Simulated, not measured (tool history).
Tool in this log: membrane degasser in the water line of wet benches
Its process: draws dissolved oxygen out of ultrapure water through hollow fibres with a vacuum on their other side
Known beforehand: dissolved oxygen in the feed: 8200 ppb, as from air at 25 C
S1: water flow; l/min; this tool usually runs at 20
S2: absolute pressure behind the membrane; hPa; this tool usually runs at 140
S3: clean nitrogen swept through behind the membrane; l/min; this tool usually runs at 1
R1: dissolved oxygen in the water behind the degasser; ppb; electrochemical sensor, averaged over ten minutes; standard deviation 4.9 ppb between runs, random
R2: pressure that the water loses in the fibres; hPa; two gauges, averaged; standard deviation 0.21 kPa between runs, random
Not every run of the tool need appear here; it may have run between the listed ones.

{"run": 1, "hour": 0.0, "S1": 20, "S2": 140, "S3": 1, "R1": 558.9, "R2": 554.6}
{"hour": 273.0, "done": "seals of the vacuum lines changed"}
{"run": 2, "hour": 274.2, "S1": 20, "S2": 140, "S3": 1, "R1": 561.4, "R2": 565.8}
{"run": 3, "hour": 512.6, "S1": 24, "S2": 140, "S3": 1, "R1": 696.8, "R2": 675.2}
{"hour": 655.4, "done": "membrane cartridge changed"}
{"run": 4, "hour": 755.1, "S1": 14, "S2": 140, "S3": 1, "R1": 360.3, "R2": 350.9}
{"run": 5, "hour": 1074.0, "S1": 14, "S2": 140, "S3": 1, "R1": 367.9, "R2": 353.7}
{"run": 6, "hour": 1243.7, "S1": 20, "S2": 140, "S3": 1, "R1": 524.1, "R2": 501.9}
{"run": 7, "hour": 1462.0, "S1": 27, "S2": 140, "S3": 1, "R1": 724.2, "R2": 683}
{"run": 8, "hour": 1774.8, "S1": 20, "S2": 253, "S3": 1, "R1": 953.2, "R2": 503.4}
{"run": 9, "hour": 2030.9, "S1": 20, "S2": 253, "S3": 1, "R1": 955.5, "R2": 509.5}
{"run": 10, "hour": 2227.4, "S1": 24, "S2": 294, "S3": 1.17, "R1": 1143.2, "R2": 610.9}
{"run": 11, "hour": 2397.9, "S1": 24, "S2": 294, "S3": 1.17, "R1": 1151.3, "R2": 609.2}
{"run": 12, "hour": 2566.2, "S1": 20, "S2": 140, "S3": 0.59, "R1": 789.3, "R2": 511.8}
{"hour": 2584.5, "done": "vacuum gauge calibrated"}
{"run": 13, "hour": 2884.4, "S1": 12, "S2": 140, "S3": 0.84, "R1": 372.1, "R2": 306.3}
{"run": 14, "hour": 3021.6, "S1": 21, "S2": 115, "S3": 1, "R1": 479.8, "R2": 539.9}
{"run": 15, "hour": 3211.0, "S1": 24, "S2": 115, "S3": 1, "R1": 549.9, "R2": 611}

Expected results for the next run?
{"run": 16, "hour": 3542.3, "S1": 24, "S2": 193, "S3": 1.3, "R1": "?", "R2": "?"}

R1: 757 ppb
R2: 621.8 hPa
With no hidden state in the tool, this same run would have given R1 716.9 ppb, R2 599.9 hPa.
